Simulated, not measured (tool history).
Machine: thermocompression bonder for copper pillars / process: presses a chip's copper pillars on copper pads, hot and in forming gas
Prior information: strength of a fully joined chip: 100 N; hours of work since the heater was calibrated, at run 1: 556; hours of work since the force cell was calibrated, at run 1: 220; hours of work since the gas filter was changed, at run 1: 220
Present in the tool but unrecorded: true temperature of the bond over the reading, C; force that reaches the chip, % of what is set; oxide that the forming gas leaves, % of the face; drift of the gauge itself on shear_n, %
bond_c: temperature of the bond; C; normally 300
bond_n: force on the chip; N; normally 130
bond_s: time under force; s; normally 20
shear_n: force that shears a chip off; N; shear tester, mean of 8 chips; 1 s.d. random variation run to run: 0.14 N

| run | hour | bond_c | bond_n | bond_s | hours of work since the heater was calibrated | hours of work since the force cell was calibrated | hours of work since the gas filter was changed | shear_n |
|---|---|---|---|---|---|---|---|---|
| 1 | 0.0 | 300 | 130 | 20 | 556 | 220 | 220 | 33.8 |
| 2 | 43.0 | 300 | 130 | 19 | 579 | 243 | 243 | 33.0 |
| 3 | 80.4 | 312 | 130 | 20 | 599 | 263 | 263 | 39.5 |
| 4 | 104.3 | 312 | 130 | 20 | 611 | 275 | 275 | 39.3 |
| 5 | 122.8 | 312 | 130 | 20 | 621 | 285 | 285 | 39.3 |
|  | 146.8 | forming gas filter changed |
| 6 | 146.8 | 312 | 130 | 20 | 633 | 297 | 0 | 40.7 |
| 7 | 174.0 | 300 | 130 | 20 | 647 | 311 | 14 | 34.4 |
| 8 | 212.8 | 291 | 130 | 20 | 668 | 332 | 35 | 30.0 |
| 9 | 244.0 | 291 | 130 | 20 | 684 | 348 | 51 | 29.7 |
| 10 | 272.7 | 291 | 130 | 20 | 699 | 363 | 66 | 30.0 |
| 11 | 300.5 | 297 | 93 | 13 | 713 | 377 | 80 | 21.6 |
| 12 | 324.4 | 297 | 163 | 11 | 726 | 390 | 93 | 29.6 |
| 13 | 347.8 | 297 | 165 | 42 | 738 | 402 | 105 | 49.7 |
| 14 | 381.9 | 297 | 165 | 42 | 756 | 420 | 123 | 49.5 |
| 15 | 424.7 | 295 | 182 | 20 | 778 | 442 | 145 | 38.6 |

Here are 3 independent what-if runs from the current tool condition. What would each one return?
| A | 449.5 | 329 | 166 | 26 | 791 | 455 | 158 | ? |
| B | 449.5 | 308 | 107 | 38 | 791 | 455 | 158 | ? |
| C | 449.5 | 290 | 182 | 16 | 791 | 455 | 158 | ? |

| run | shear_n |
|---|---|
| A | 60.6 |
| B | 42.8 |
| C | 32.8 |
Without the tool's hidden state the same runs would have given:
| run | shear_n |
|---|---|
| A | 63.6 |
| B | 45.4 |
| C | 35.0 |
